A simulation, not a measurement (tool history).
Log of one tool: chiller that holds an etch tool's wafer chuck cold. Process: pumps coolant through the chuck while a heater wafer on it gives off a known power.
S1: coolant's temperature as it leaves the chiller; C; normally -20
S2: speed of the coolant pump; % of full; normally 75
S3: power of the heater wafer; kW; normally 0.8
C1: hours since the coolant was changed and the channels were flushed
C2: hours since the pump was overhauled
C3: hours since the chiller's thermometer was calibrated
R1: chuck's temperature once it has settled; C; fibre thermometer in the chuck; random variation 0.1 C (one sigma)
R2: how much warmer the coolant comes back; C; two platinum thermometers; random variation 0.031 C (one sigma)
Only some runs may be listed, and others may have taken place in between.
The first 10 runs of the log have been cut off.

run	day	S1	S2	S3	C1	C2	C3	R1	R2
11	53.146	-20	82	0.8	6674	5253	1275	-13.8	1.83
12	58.271	-20	82	0.8	6797	5377	1399	-13.9	1.79
13	61.329	-20	82	0.8	6870	5450	1472	-13.9	1.79
14	64.362	-20	82	0.8	6943	5523	1545	-13.9	1.82
15	68.879	-20	82	0.8	7051	5631	1653	-14.1	1.76
16	73.829	-20	82	0.8	7170	5750	1772	-14	1.75
17	76.892	-29	75	0.8	7244	5823	1845	-22.5	1.88
18	82.846	-21	90	0.8	7387	5966	1988	-15.1	1.49
19	90.246	-21	94	0.8	7564	6144	2166	-15.2	1.39
# day 92.767: gauge calibrated
20	97.525	-17	80	0.505	7739	6319	2341	-13.1	1.33
21	100.875	-17	80	0.505	7819	6399	2421	-13.3	1.31
22	107.042	-17	80	0.505	7967	6547	2569	-13.2	1.3
23	114.358	-17	80	0.505	8143	6723	2745	-13	1.29

Forecast run 24:
24	119.558	-17	80	0.505	8268	6847	2869	?	?

{"run 24": {"R1": -13.1, "R2": 1.2}}
With the hidden condition absent and the run-to-run variation left alone, this run would have shown R1 -13.1 C, R2 1.31 C.
